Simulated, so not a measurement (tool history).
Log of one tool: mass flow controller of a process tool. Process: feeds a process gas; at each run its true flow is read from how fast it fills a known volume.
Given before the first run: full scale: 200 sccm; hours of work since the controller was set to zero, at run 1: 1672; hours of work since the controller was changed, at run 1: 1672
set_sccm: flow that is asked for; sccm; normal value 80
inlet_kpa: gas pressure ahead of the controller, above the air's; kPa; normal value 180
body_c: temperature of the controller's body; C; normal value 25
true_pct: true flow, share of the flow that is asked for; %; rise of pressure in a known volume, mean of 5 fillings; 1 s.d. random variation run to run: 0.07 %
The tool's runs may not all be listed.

run    hour  set_sccm  inlet_kpa  body_c  hours of work since the controller was set to zero  hours of work since the controller was changed  true_pct
  1       0        80        180      25                                                1672                                            1672      99.8
  2     117        80        180      24                                                1722                                            1722     99.92
  3   235.1        80        180      24                                                1772                                            1772    100.04
  4     345        80        180      24                                                1819                                            1819     99.95
  5   440.6        80        180      25                                                1859                                            1859     99.94
  6   526.8        80        265      25                                                1896                                            1896    100.69
  7   576.5        80        265      25                                                1917                                            1917    100.71
  8   627.3        80        265      32                                                1939                                            1939     99.97
  9   733.9        80        265      32                                                1984                                            1984     99.95
 10   828.1        80        265      32                                                2024                                            2024     99.98
 11   912.5        80        180      25                                                2060                                            2060    100.12
 12   995.5       183        180      25                                                2095                                            2095    100.73
 13  1100.8       183        145      25                                                2140                                            2140    100.54
 14  1179.1        80        180      35                                                2173                                            2173     99.06
 15  1261.5        80        210      25                                                2208                                            2208    100.21
 16    1373        80        210      25                                                2255                                            2255    100.44
 17  1464.5        57        180      25                                                2294                                            2294    100.24
 18  1541.6        39        180      25                                                2327                                            2327    100.65
 19  1620.2        39        180      29                                                2360                                            2360    100.16
 20  1723.2        26        183      31                                                2404                                            2404    100.61
 21  1827.6        63        191      31                                                2449                                            2449     99.93

Run 22 has not been measured yet. What should we expect?
 22  1910.7        80        202      34                                                2484                                            2484         ?

true_pct: 99.75 %
With the hidden condition absent and the run-to-run variation left alone, this run would have shown true_pct 98.02 %.
